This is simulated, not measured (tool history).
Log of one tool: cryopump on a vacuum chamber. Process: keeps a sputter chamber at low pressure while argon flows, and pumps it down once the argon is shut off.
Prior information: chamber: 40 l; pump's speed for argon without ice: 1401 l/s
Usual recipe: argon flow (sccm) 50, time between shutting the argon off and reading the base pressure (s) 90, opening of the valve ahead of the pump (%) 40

run	hour	argon flow (sccm)	time between shutting the argon off and reading the base pressure (s)	opening of the valve ahead of the pump (%)	pressure while argon flows (Pa)	pressure after the wait (uPa)
1	0.0	50	90	40	0.1519	1.42
2	35.7	50	90	40	0.1511	1.50
3	67.9	50	90	40	0.1521	1.45
4	111.6	50	90	40	0.1537	1.52
5	130.9	50	90	40	0.1512	1.47
6	155.6	50	90	40	0.1527	1.46
7	179.7	50	90	57	0.1079	1.48
8	224.8	50	90	57	0.1086	1.56
9	259.2	71	26	37	0.2361	4.39
10	295.3	62	90	40	0.1895	1.48
11	339.9	40	202	40	0.1231	0.92
12	373.9	40	202	40	0.1235	0.86
13	403.2	50	90	16	0.3792	1.50
14	429.9	66	86	23	0.3528	1.63

Consider 3 possible next runs. They are alternatives, not a sequence: every one starts from the tool as it was left by run 14. What does each give?
A	472.1	75	90	40	?	?
B	472.1	95	86	23	?	?
C	472.1	67	31	23	?	?

run	pressure while argon flows (Pa)	pressure after the wait (uPa)
A	0.2320	1.56
B	0.5030	1.54
C	0.3544	3.76
What these runs would have given with no unlogged condition in the tool:
run	pressure while argon flows (Pa)	pressure after the wait (uPa)
A	0.2267	1.35
B	0.4963	1.34
C	0.3497	3.55
